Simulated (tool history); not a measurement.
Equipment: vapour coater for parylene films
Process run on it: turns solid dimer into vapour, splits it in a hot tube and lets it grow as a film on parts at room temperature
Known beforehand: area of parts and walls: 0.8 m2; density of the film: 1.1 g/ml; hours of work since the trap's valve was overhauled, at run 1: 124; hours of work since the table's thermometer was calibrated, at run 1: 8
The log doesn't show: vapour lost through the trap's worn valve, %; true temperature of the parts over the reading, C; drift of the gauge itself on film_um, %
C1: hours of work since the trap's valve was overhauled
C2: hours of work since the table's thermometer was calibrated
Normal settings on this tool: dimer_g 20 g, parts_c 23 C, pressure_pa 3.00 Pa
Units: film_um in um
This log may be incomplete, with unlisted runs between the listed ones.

Run 1, hour 0.0: usual settings; C1 124; C2 8. Result: film_um 12.65 um.
Run 2, hour 40.0: usual settings; C1 144; C2 28. Result: film_um 12.81 um.
Run 3, hour 57.0: usual settings but parts_c 22 C; C1 153; C2 37. Result: film_um 13.06 um.
Run 4, hour 75.5: usual settings; C1 163; C2 46. Result: film_um 12.69 um.
Run 5, hour 116.7: usual settings but dimer_g 28 g; C1 184; C2 67. Result: film_um 17.87 um.
Run 6, hour 154.1: usual settings but dimer_g 28 g; C1 203; C2 86. Result: film_um 17.87 um.
Run 7, hour 172.8: usual settings but dimer_g 28 g; C1 212; C2 96. Result: film_um 17.77 um.
Run 8, hour 207.9: usual settings but dimer_g 28 g; C1 230; C2 114. Result: film_um 17.68 um.
Run 9, hour 236.4: usual settings; C1 245; C2 129. Result: film_um 12.87 um.
Run 10, hour 258.6: usual settings but parts_c 31 C; C1 256; C2 140. Result: film_um 10.73 um.
Run 11, hour 282.2: usual settings but parts_c 31 C; C1 268; C2 152. Result: film_um 10.71 um.
Run 12, hour 311.3: usual settings but dimer_g 27 g, parts_c 24 C, pressure_pa 2.55 Pa; C1 283; C2 167. Result: film_um 17.65 um.
Run 13, hour 344.1: usual settings but dimer_g 27 g, parts_c 24 C, pressure_pa 2.55 Pa; C1 300; C2 184. Result: film_um 17.51 um.
Run 14, hour 380.9: usual settings but dimer_g 27 g, parts_c 24 C, pressure_pa 2.55 Pa; C1 319; C2 202. Result: film_um 17.44 um.
At hour 407.1: trap's valve overhauled.
Run 15, hour 423.3: usual settings but dimer_g 18 g, pressure_pa 2.29 Pa; C1 8; C2 222. Result: film_um 12.42 um.
Run 16, hour 455.0: usual settings but dimer_g 10 g, pressure_pa 2.42 Pa; C1 24; C2 238. Result: film_um 6.75 um.
Run 17, hour 481.7: usual settings but dimer_g 10 g, pressure_pa 2.42 Pa; C1 38; C2 252. Result: film_um 6.80 um.
Run 18, hour 513.1: usual settings but dimer_g 8 g, pressure_pa 8.35 Pa; C1 54; C2 268. Result: film_um 3.95 um.
Run 19, hour 548.6: usual settings but dimer_g 8 g, pressure_pa 8.35 Pa; C1 72; C2 286. Result: film_um 4.06 um.
Run 20, hour 572.2: usual settings but dimer_g 8 g, parts_c 32 C, pressure_pa 11.77 Pa; C1 84; C2 298. Result: film_um 3.03 um.
Run 21, hour 600.9: usual settings but dimer_g 10 g, parts_c 28 C, pressure_pa 6.48 Pa; C1 99; C2 313. Result: film_um 4.76 um.
Run 22, hour 624.5: usual settings but dimer_g 10 g, parts_c 21 C, pressure_pa 6.94 Pa; C1 111; C2 325. Result: film_um 5.52 um.

Branching from run 22: 3 alternative next runs. What would each branch give?
Run A, hour 655.7: usual settings but dimer_g 31 g, parts_c 18 C, pressure_pa 8.69 Pa; C1 127; C2 341. Result: film_um ?.
Run B, hour 655.7: usual settings but dimer_g 14 g; C1 127; C2 341. Result: film_um ?.
Run C, hour 655.7: usual settings but dimer_g 10 g, parts_c 16 C, pressure_pa 6.94 Pa; C1 127; C2 341. Result: film_um ?.

run  film_um
  A    16.88
  B     9.07
  C     6.03
With no hidden state in the tool, these same runs would have given:
run  film_um
  A    16.92
  B     9.09
  C     6.05

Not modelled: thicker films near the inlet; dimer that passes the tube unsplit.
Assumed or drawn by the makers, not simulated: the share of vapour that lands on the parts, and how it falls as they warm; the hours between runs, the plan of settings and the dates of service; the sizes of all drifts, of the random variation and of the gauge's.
